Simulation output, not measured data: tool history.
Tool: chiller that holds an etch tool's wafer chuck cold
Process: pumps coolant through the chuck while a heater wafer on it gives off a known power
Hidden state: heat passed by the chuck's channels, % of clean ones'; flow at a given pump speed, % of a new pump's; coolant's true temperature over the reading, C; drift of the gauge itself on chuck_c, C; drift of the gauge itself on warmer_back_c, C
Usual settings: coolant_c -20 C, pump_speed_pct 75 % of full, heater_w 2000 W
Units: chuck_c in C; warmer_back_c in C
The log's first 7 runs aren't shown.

run	hour	coolant_c	pump_speed_pct	heater_w	hours since the coolant was changed and the channels were flushed	hours since the pump was overhauled	hours since the chiller's thermometer was calibrated	chuck_c	warmer_back_c
8	495.2	-20	75	2134	4060	3941	162	4.1	7.11
9	595.2	-20	75	2134	4160	4041	262	4.1	7.23
10	639.9	-20	75	2000	4205	4086	307	2.5	6.70
11	710.8	-20	75	2000	4276	4157	378	2.6	6.70
12	779.0	-20	99	2000	4344	4225	446	-1.3	5.03
13	877.0	-20	99	2000	4442	4323	544	-1.5	5.06
# hour 897.0: chiller's thermometer calibrated, once more
14	975.7	-20	99	2000	4540	4421	79	-0.8	4.97
15	1039.3	-20	99	2000	4603	4484	142	-1.1	5.08
16	1102.1	-20	99	2000	4666	4547	205	-0.9	5.06
17	1196.2	-19	74	1339	4760	4641	299	-3.4	4.62
18	1285.3	-20	75	2032	4849	4730	388	3.6	6.82
19	1356.6	-20	75	2032	4920	4802	460	3.8	6.82
20	1436.9	-17	62	1074	5001	4882	540	-2.7	4.40
21	1521.9	-17	71	1171	5086	4967	625	-2.6	4.18
22	1576.4	-17	71	1171	5140	5021	679	-2.8	4.17
# hour 1599.7: coolant changed, channels flushed
23	1656.0	-20	66	1992	56	5095	753	3.4	7.73
24	1700.5	-22	64	2000	101	5140	798	2.1	7.96
25	1768.6	-22	64	2000	169	5208	866	1.8	7.96
26	1855.9	-22	64	2000	256	5295	953	2.1	7.98
27	1934.8	-28	87	2000	335	5374	1032	-8.7	5.86
28	2015.9	-28	87	2000	416	5455	1113	-8.6	5.86
29	2114.0	-20	68	1939	514	5553	1211	2.5	7.35
30	2177.7	-20	75	2074	578	5617	1275	2.4	7.03
31	2246.9	-25	62	2367	647	5686	1344	4.4	9.84
32	2324.3	-25	62	2367	725	5763	1421	4.5	9.86

4 ways to go on from here, each from the tool as it stands after run 32. What would each give?
A	2404.0	-21	91	1191	804	5843	1501	?	?
B	2404.0	-25	62	2864	804	5843	1501	?	?
C	2404.0	-20	68	1312	804	5843	1501	?	?
D	2404.0	-14	92	2810	804	5843	1501	?	?

run	chuck_c	warmer_back_c
A	-9.6	3.40
B	10.7	11.99
C	-4.7	5.00
D	12.6	7.80
Without the tool's hidden state the same runs would have given:
run	chuck_c	warmer_back_c
A	-10.3	3.13
B	8.2	11.04
C	-5.8	4.61
D	10.8	7.18
